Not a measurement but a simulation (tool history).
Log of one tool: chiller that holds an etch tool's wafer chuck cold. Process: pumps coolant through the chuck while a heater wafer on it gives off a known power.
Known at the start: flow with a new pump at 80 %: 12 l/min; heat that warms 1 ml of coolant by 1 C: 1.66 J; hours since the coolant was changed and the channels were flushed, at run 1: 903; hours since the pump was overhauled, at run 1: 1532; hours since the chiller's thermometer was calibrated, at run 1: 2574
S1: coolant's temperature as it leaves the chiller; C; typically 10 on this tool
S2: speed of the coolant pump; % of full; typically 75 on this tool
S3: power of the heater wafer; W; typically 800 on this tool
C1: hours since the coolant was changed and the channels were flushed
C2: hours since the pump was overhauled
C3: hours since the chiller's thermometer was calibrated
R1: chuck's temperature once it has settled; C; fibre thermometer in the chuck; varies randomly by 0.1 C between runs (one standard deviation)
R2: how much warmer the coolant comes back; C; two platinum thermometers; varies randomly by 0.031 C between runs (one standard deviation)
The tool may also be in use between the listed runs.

Run 1, hour 0.0: usual settings; C1 903; C2 1532; C3 2574. Result: R1 20.1 C, R2 2.72 C.
Run 2, hour 31.4: usual settings; C1 934; C2 1563; C3 2605. Result: R1 20.0 C, R2 2.69 C.
Run 3, hour 69.2: usual settings; C1 972; C2 1601; C3 2643. Result: R1 20.0 C, R2 2.74 C.
Run 4, hour 102.8: usual settings; C1 1006; C2 1635; C3 2677. Result: R1 19.9 C, R2 2.71 C.
Run 5, hour 141.3: usual settings; C1 1044; C2 1673; C3 2715. Result: R1 20.1 C, R2 2.71 C.
Run 6, hour 179.5: usual settings; C1 1083; C2 1711; C3 2754. Result: R1 20.2 C, R2 2.81 C.
Run 7, hour 200.1: usual settings; C1 1103; C2 1732; C3 2774. Result: R1 20.0 C, R2 2.74 C.
Run 8, hour 239.8: usual settings; C1 1143; C2 1772; C3 2814. Result: R1 20.0 C, R2 2.79 C.
Run 9, hour 281.1: usual settings; C1 1184; C2 1813; C3 2855. Result: R1 20.1 C, R2 2.76 C.
Run 10, hour 314.0: usual settings; C1 1217; C2 1846; C3 2888. Result: R1 20.4 C, R2 2.75 C.
Run 11, hour 344.7: usual settings but S1 2 C; C1 1248; C2 1876; C3 2919. Result: R1 12.3 C, R2 2.75 C.
At hour 352.8: coolant pump overhauled.
Run 12, hour 387.1: usual settings but S1 2 C; C1 1285; C2 34; C3 2956. Result: R1 12.5 C, R2 2.82 C.
Run 13, hour 408.8: usual settings but S3 856 W; C1 1307; C2 56; C3 2978. Result: R1 21.3 C, R2 3.06 C.
Run 14, hour 442.8: usual settings but S3 856 W; C1 1341; C2 90; C3 3012. Result: R1 21.2 C, R2 3.02 C.
At hour 470.5: coolant pump overhauled, once more.
Run 15, hour 476.8: usual settings but S1 19 C, S2 90 % of full, S3 476 W; C1 1370; C2 6; C3 3041. Result: R1 23.7 C, R2 1.27 C.
Run 16, hour 506.6: usual settings but S1 16 C, S2 88 % of full, S3 547 W; C1 1400; C2 36; C3 3071. Result: R1 21.8 C, R2 1.49 C.
Run 17, hour 542.3: usual settings but S1 16 C, S2 68 % of full, S3 547 W; C1 1435; C2 72; C3 3106. Result: R1 23.2 C, R2 1.97 C.
Run 18, hour 572.3: usual settings but S1 16 C, S2 68 % of full, S3 547 W; C1 1465; C2 102; C3 3136. Result: R1 23.1 C, R2 1.96 C.
Run 19, hour 592.6: usual settings but S1 4 C, S2 61 % of full, S3 488 W; C1 1486; C2 122; C3 3157. Result: R1 11.0 C, R2 1.94 C.
Run 20, hour 612.6: usual settings but S1 12 C, S3 876 W; C1 1506; C2 142; C3 3177. Result: R1 22.9 C, R2 2.85 C.
Run 21, hour 633.9: usual settings but S1 13 C, S2 62 % of full, S3 558 W; C1 1527; C2 163; C3 3198. Result: R1 21.0 C, R2 2.23 C.

Forecast each of these 5 alternatives for the next run:
Run A, hour 654.6: usual settings but S3 503 W; C1 1548; C2 184; C3 3219. Result: R1 ?, R2 ?.
Run B, hour 654.6: usual settings but S1 4 C, S2 66 % of full, S3 714 W; C1 1548; C2 184; C3 3219. Result: R1 ?, R2 ?.
Run C, hour 654.6: usual settings but S3 404 W; C1 1548; C2 184; C3 3219. Result: R1 ?, R2 ?.
Run D, hour 654.6: usual settings but S1 4 C, S2 79 % of full, S3 674 W; C1 1548; C2 184; C3 3219. Result: R1 ?, R2 ?.
Run E, hour 654.6: usual settings but S1 13 C, S2 86 % of full, S3 1109 W; C1 1548; C2 184; C3 3219. Result: R1 ?, R2 ?.

run    R1    R2
  A  16.0  1.66
  B  14.0  2.66
  C  14.7  1.30
  D  11.8  2.05
  E  25.1  3.09
The same runs, with their run-to-run variation unchanged, on a tool lacking any hidden condition would have given:
run    R1    R2
  A  15.9  1.65
  B  13.6  2.63
  C  14.7  1.28
  D  11.6  2.03
  E  24.6  3.06

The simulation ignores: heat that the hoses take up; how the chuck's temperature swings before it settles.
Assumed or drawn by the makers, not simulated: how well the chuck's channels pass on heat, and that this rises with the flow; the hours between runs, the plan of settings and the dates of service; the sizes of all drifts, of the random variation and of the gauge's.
